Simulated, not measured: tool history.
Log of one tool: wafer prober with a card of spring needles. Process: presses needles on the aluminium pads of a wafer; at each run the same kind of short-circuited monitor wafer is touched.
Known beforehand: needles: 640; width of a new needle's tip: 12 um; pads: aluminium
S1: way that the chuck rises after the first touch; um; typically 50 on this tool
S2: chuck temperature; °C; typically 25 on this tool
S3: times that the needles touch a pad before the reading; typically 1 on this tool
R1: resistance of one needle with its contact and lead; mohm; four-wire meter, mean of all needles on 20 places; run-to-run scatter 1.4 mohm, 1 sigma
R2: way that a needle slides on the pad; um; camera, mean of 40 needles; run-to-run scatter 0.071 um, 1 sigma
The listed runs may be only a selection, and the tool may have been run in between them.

run,hour,S1,S2,S3,R1,R2
1,0.0,50,25,1,173,8.25
2,4.9,50,25,1,269,8.32
3,11.7,50,25,1,256,8.33
4,20.9,50,25,1,152,8.33
5,32.6,50,25,1,253,8.30
6,41.9,50,44,1,256,8.80
7,50.8,50,100,1,171,8.77
8,58.8,50,100,1,181,8.72
9,67.5,38,100,1,256,6.52
10,77.1,38,100,1,294,6.62
11,83.1,38,100,1,291,6.54
12,93.0,38,100,1,326,6.52
13,98.9,32,100,1,367,5.41
14,109.9,32,100,1,254,5.37
15,115.2,32,100,1,165,5.35
16,127.0,32,100,1,370,5.36
17,133.4,50,62,1,233,8.71
18,144.9,48,119,3,156,8.15
19,155.5,50,25,2,194,8.46
20,160.9,36,91,1,270,6.03
21,166.9,32,32,2,198,5.38
22,174.1,32,32,2,189,5.24
23,180.9,32,32,2,185,5.24
24,189.2,32,32,2,216,5.29
25,195.7,32,32,2,215,5.22
26,206.5,47,96,1,273,7.89
27,216.1,62,32,1,146,10.53
28,226.3,33,48,1,338,5.40
29,237.3,55,28,1,142,9.18
30,242.2,49,28,1,270,8.00
31,250.0,49,28,2,214,8.04
32,259.7,49,28,2,147,8.25

Not shown: 37 entries that the log had between the listed runs. Between which runs, and how does the tool's hidden state differ before and after?
After run 2, before run 3: tips cleaned on abrasive film (hour 6.1)
  debris on the tips, nm: 130.9 -> 121.8; way that the needles fall short of the set height, um: 2.71 -> 2.82; tips' diameter, um: 12.95 -> 12.99
  difference, measured minus the result without the unlogged condition, R1: +140 -> +129 mohm; R2: -0.47 -> -0.49 um
After run 3, before run 4: tips cleaned on abrasive film (hour 13.8); tips cleaned on abrasive film (hour 20.8)
  debris on the tips, nm: 121.8 -> 20.3; way that the needles fall short of the set height, um: 2.82 -> 2.98; tips' diameter, um: 12.99 -> 13.04
  difference, measured minus the result without the unlogged condition, R1: +129 -> +23 mohm; R2: -0.49 -> -0.53 um
After run 4, before run 5: tips cleaned on abrasive film (hour 28.0)
  debris on the tips, nm: 20.3 -> 116; way that the needles fall short of the set height, um: 2.98 -> 3.05; tips' diameter, um: 13.04 -> 13.07
  difference, measured minus the result without the unlogged condition, R1: +23 -> +126 mohm; R2: -0.53 -> -0.53 um
After run 5, before run 6: height of the first contact set anew (hour 33.9); tips cleaned on abrasive film (hour 35.8)
  debris on the tips, nm: 116 -> 129.4; way that the needles fall short of the set height, um: 3.05 -> 0.08; tips' diameter, um: 13.07 -> 13.1
  difference, measured minus the result without the unlogged condition, R1: +126 -> +123 mohm; R2: -0.53 -> -0.01 um
After run 6, before run 7: tips cleaned on abrasive film (hour 42.8); tips cleaned on abrasive film (hour 50.0)
  debris on the tips, nm: 129.4 -> 36.3; way that the needles fall short of the set height, um: 0.08 -> 0.27; tips' diameter, um: 13.1 -> 13.16
  difference, measured minus the result without the unlogged condition, R1: +123 -> +32 mohm; R2: -0.01 -> -0.04 um
After run 7, before run 8: tips cleaned on abrasive film (hour 57.5)
  debris on the tips, nm: 36.3 -> 45.9; way that the needles fall short of the set height, um: 0.27 -> 0.34; tips' diameter, um: 13.16 -> 13.19
  difference, measured minus the result without the unlogged condition, R1: +32 -> +41 mohm; R2: -0.04 -> -0.06 um
After run 8, before run 9: tips cleaned on abrasive film (hour 64.7)
  debris on the tips, nm: 45.9 -> 78.5; way that the needles fall short of the set height, um: 0.34 -> 0.44; tips' diameter, um: 13.19 -> 13.22
  difference, measured minus the result without the unlogged condition, R1: +41 -> +113 mohm; R2: -0.06 -> -0.07 um
After run 9, before run 10: tips cleaned on abrasive film (hour 72.3)
  debris on the tips, nm: 78.5 -> 103.5; way that the needles fall short of the set height, um: 0.44 -> 0.51; tips' diameter, um: 13.22 -> 13.24
  difference, measured minus the result without the unlogged condition, R1: +113 -> +151 mohm; R2: -0.07 -> -0.09 um
After run 10, before run 11: tips cleaned on abrasive film (hour 79.2)
  debris on the tips, nm: 103.5 -> 101.7; way that the needles fall short of the set height, um: 0.51 -> 0.6; tips' diameter, um: 13.24 -> 13.28
  difference, measured minus the result without the unlogged condition, R1: +151 -> +148 mohm; R2: -0.09 -> -0.11 um
After run 11, before run 12: tips cleaned on abrasive film (hour 86.8)
  debris on the tips, nm: 101.7 -> 126.3; way that the needles fall short of the set height, um: 0.6 -> 0.69; tips' diameter, um: 13.28 -> 13.31
  difference, measured minus the result without the unlogged condition, R1: +148 -> +185 mohm; R2: -0.11 -> -0.12 um
After run 12, before run 13: tips cleaned on abrasive film (hour 94.0)
  debris on the tips, nm: 126.3 -> 107.7; way that the needles fall short of the set height, um: 0.69 -> 0.78; tips' diameter, um: 13.31 -> 13.34
  difference, measured minus the result without the unlogged condition, R1: +185 -> +218 mohm; R2: -0.12 -> -0.14 um
After run 13, before run 14: tips cleaned on abrasive film (hour 101.3); tips cleaned on abrasive film (hour 108.3)
  debris on the tips, nm: 107.7 -> 50.6; way that the needles fall short of the set height, um: 0.78 -> 0.95; tips' diameter, um: 13.34 -> 13.4
  difference, measured minus the result without the unlogged condition, R1: +218 -> +106 mohm; R2: -0.14 -> -0.17 um
After run 14, before run 15: tips cleaned on abrasive film (hour 115.2)
  debris on the tips, nm: 50.6 -> 8.4; way that the needles fall short of the set height, um: 0.95 -> 1.04; tips' diameter, um: 13.4 -> 13.43
  difference, measured minus the result without the unlogged condition, R1: +106 -> +19 mohm; R2: -0.17 -> -0.18 um
After run 15, before run 16: tips cleaned on abrasive film (hour 122.5)
  debris on the tips, nm: 8.4 -> 109.1; way that the needles fall short of the set height, um: 1.04 -> 1.14; tips' diameter, um: 13.43 -> 13.47
  difference, measured minus the result without the unlogged condition, R1: +19 -> +226 mohm; R2: -0.18 -> -0.20 um
After run 16, before run 17: tips cleaned on abrasive film (hour 129.5)
  debris on the tips, nm: 109.1 -> 97.3; way that the needles fall short of the set height, um: 1.14 -> 1.2; tips' diameter, um: 13.47 -> 13.49
  difference, measured minus the result without the unlogged condition, R1: +226 -> +99 mohm; R2: -0.20 -> -0.22 um
After run 17, before run 18: tips cleaned on abrasive film (hour 136.7); tips cleaned on abrasive film (hour 144.0)
  debris on the tips, nm: 97.3 -> 27.8; way that the needles fall short of the set height, um: 1.2 -> 1.36; tips' diameter, um: 13.49 -> 13.54
  difference, measured minus the result without the unlogged condition, R1: +99 -> +12 mohm; R2: -0.22 -> -0.24 um
After run 18, before run 19: tips cleaned on abrasive film (hour 150.9)
  debris on the tips, nm: 27.8 -> 99.2; way that the needles fall short of the set height, um: 1.36 -> 1.46; tips' diameter, um: 13.54 -> 13.58
  difference, measured minus the result without the unlogged condition, R1: +12 -> +65 mohm; R2: -0.24 -> -0.25 um
After run 19, before run 20: tips cleaned on abrasive film (hour 158.2)
  debris on the tips, nm: 99.2 -> 72.7; way that the needles fall short of the set height, um: 1.46 -> 1.56; tips' diameter, um: 13.58 -> 13.61
  difference, measured minus the result without the unlogged condition, R1: +65 -> +129 mohm; R2: -0.25 -> -0.27 um
After run 20, before run 21: tips cleaned on abrasive film (hour 165.6)
  debris on the tips, nm: 72.7 -> 43.2; way that the needles fall short of the set height, um: 1.56 -> 1.64; tips' diameter, um: 13.61 -> 13.64
  difference, measured minus the result without the unlogged condition, R1: +129 -> +65 mohm; R2: -0.27 -> -0.29 um
After run 21, before run 22: tips cleaned on abrasive film (hour 172.8)
  debris on the tips, nm: 43.2 -> 35.9; way that the needles fall short of the set height, um: 1.64 -> 1.73; tips' diameter, um: 13.64 -> 13.67
  difference, measured minus the result without the unlogged condition, R1: +65 -> +55 mohm; R2: -0.29 -> -0.30 um
After run 22, before run 23: tips cleaned on abrasive film (hour 180.0)
  debris on the tips, nm: 35.9 -> 33.8; way that the needles fall short of the set height, um: 1.73 -> 1.84; tips' diameter, um: 13.67 -> 13.71
  difference, measured minus the result without the unlogged condition, R1: +55 -> +53 mohm; R2: -0.30 -> -0.32 um
After run 23, before run 24: tips cleaned on abrasive film (hour 187.3)
  debris on the tips, nm: 33.8 -> 55.8; way that the needles fall short of the set height, um: 1.84 -> 1.91; tips' diameter, um: 13.71 -> 13.73
  difference, measured minus the result without the unlogged condition, R1: +53 -> +85 mohm; R2: -0.32 -> -0.34 um
After run 24, before run 25: tips cleaned on abrasive film (hour 194.2)
  debris on the tips, nm: 55.8 -> 50.4; way that the needles fall short of the set height, um: 1.91 -> 2; tips' diameter, um: 13.73 -> 13.77
  difference, measured minus the result without the unlogged condition, R1: +85 -> +79 mohm; R2: -0.34 -> -0.35 um
After run 25, before run 26: tips cleaned on abrasive film (hour 201.3)
  debris on the tips, nm: 50.4 -> 119.5; way that the needles fall short of the set height, um: 2 -> 2.07; tips' diameter, um: 13.77 -> 13.79
  difference, measured minus the result without the unlogged condition, R1: +79 -> +134 mohm; R2: -0.35 -> -0.36 um
After run 26, before run 27: tips cleaned on abrasive film (hour 208.3); tips cleaned on abrasive film (hour 215.7)
  debris on the tips, nm: 119.5 -> 21.6; way that the needles fall short of the set height, um: 2.07 -> 2.24; tips' diameter, um: 13.79 -> 13.85
  difference, measured minus the result without the unlogged condition, R1: +134 -> +18 mohm; R2: -0.36 -> -0.40 um
After run 27, before run 28: tips cleaned on abrasive film (hour 223.3)
  debris on the tips, nm: 21.6 -> 84; way that the needles fall short of the set height, um: 2.24 -> 2.31; tips' diameter, um: 13.85 -> 13.88
  difference, measured minus the result without the unlogged condition, R1: +18 -> +202 mohm; R2: -0.40 -> -0.40 um
After run 28, before run 29: tips cleaned on abrasive film (hour 230.2); tips cleaned on abrasive film (hour 237.3)
  debris on the tips, nm: 84 -> 15.4; way that the needles fall short of the set height, um: 2.31 -> 2.44; tips' diameter, um: 13.88 -> 13.92
  difference, measured minus the result without the unlogged condition, R1: +202 -> +16 mohm; R2: -0.40 -> -0.43 um
After run 30, before run 31: tips cleaned on abrasive film (hour 244.8)
  debris on the tips, nm: 120.1 -> 118.9; way that the needles fall short of the set height, um: 2.44 -> 2.55; tips' diameter, um: 13.92 -> 13.96
  difference, measured minus the result without the unlogged condition, R1: +144 -> +87 mohm; R2: -0.42 -> -0.44 um
After run 31, before run 32: tips cleaned on abrasive film (hour 251.7); tips cleaned on abrasive film (hour 259.3)
  debris on the tips, nm: 118.9 -> 23.5; way that the needles fall short of the set height, um: 2.55 -> 2.71; tips' diameter, um: 13.96 -> 14.01
  difference, measured minus the result without the unlogged condition, R1: +87 -> +19 mohm; R2: -0.44 -> -0.48 um
